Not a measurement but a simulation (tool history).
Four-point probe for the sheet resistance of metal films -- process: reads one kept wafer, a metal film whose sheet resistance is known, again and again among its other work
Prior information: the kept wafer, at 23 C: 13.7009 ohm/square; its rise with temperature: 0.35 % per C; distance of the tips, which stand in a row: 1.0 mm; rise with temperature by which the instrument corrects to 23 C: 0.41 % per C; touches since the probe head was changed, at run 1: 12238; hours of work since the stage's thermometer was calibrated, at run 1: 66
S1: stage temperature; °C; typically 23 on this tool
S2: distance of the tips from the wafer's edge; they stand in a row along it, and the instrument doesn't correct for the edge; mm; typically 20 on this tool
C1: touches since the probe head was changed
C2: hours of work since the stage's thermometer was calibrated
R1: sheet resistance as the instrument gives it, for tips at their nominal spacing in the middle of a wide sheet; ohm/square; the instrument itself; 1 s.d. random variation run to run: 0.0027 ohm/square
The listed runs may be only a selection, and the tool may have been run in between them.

run    hour  S1  S2     C1    C2         R1
  1     0.0  23  20  12238    66  13.685032
  2    22.6  23  20  12589    80  13.685691
  3    60.6  23  20  13178   105  13.679890
  4    90.3  23  20  13639   124  13.690711
  5   125.9  26  20  14192   147  13.660930
  6   171.5  26  20  14900   176  13.665374
  7   196.7  26  20  15291   192  13.661187
  8   221.8  23  20  15679   208  13.686789
  9   266.3  23  26  16370   237  13.679506
 10   302.7  32  20  16935   260  13.613001
 11   350.9  23   4  17683   291  14.110660
 12   387.9  23   4  18258   315  14.115436
 13   431.6  23  20  18936   343  13.689846
 14   455.8  23  20  19311   359  13.687968
 15   484.5  23  20  19757   377  13.688758
 16   522.0  23  18  20339   402  13.694895
 17   547.5  23  18  20733   418  13.694913
 18   589.1  23  18  21380   445  13.695883
 19   633.8  23  18  22073   474  13.696570
 20   673.1  23  18  22683   499  13.699416
 21   704.6  23  18  23171   519  13.693160
 22   727.5  20  20  23527   534  13.714356
 23   766.7  20  20  24135   559  13.722881
 24   803.3  20  26  24704   583  13.708775
 25   839.8  33  10  25270   606  13.666693
 26   890.0  33  10  26049   638  13.667763
 27   932.9  27  11  26714   666  13.706906
 28   971.7  29   7  27316   691  13.782241
 29  1001.4  29   7  27778   710  13.772591
 30  1038.6  33  35  28355   734  13.601269
 31  1073.5  33  35  28896   757  13.600899
 32  1112.8  19  41  29507   782  13.719356
 33  1134.0  30  41  29835   795  13.623730
 34  1157.0  26  45  30192   810  13.653810
 35  1206.1  19  67  30955   842  13.708921
 36  1230.3  18  57  31330   858  13.726307
 37  1258.3  18   7  31765   876  13.875302
 38  1299.8  18   7  32408   902  13.873979
 39  1324.8  26  21  32795   918  13.674012
 40  1373.2  26  21  33546   949  13.674698
 41  1398.0  26  21  33931   965  13.670354
 42  1433.7  23  19  34486   988  13.701686
 43  1471.1  23  25  35066  1012  13.696334
 44  1495.1  23  25  35438  1028  13.694168
 45  1521.5  21  56  35848  1045  13.700382

Alternative continuations, all from the tool just after run 45; predict every row:
  A  1554.9  35  35  36367  1066   ?
  B  1554.9  20  35  36367  1066   ?
  C  1554.9  23   9  36367  1066   ?
  D  1554.9  21   3  36367  1066   ?

run         R1
  A  13.591545
  B  13.716689
  C  13.774349
  D  14.467741
Without the tool's unlogged condition, the same runs would have read:
run         R1
  A  13.609758
  B  13.734642
  C  13.792454
  D  14.486580

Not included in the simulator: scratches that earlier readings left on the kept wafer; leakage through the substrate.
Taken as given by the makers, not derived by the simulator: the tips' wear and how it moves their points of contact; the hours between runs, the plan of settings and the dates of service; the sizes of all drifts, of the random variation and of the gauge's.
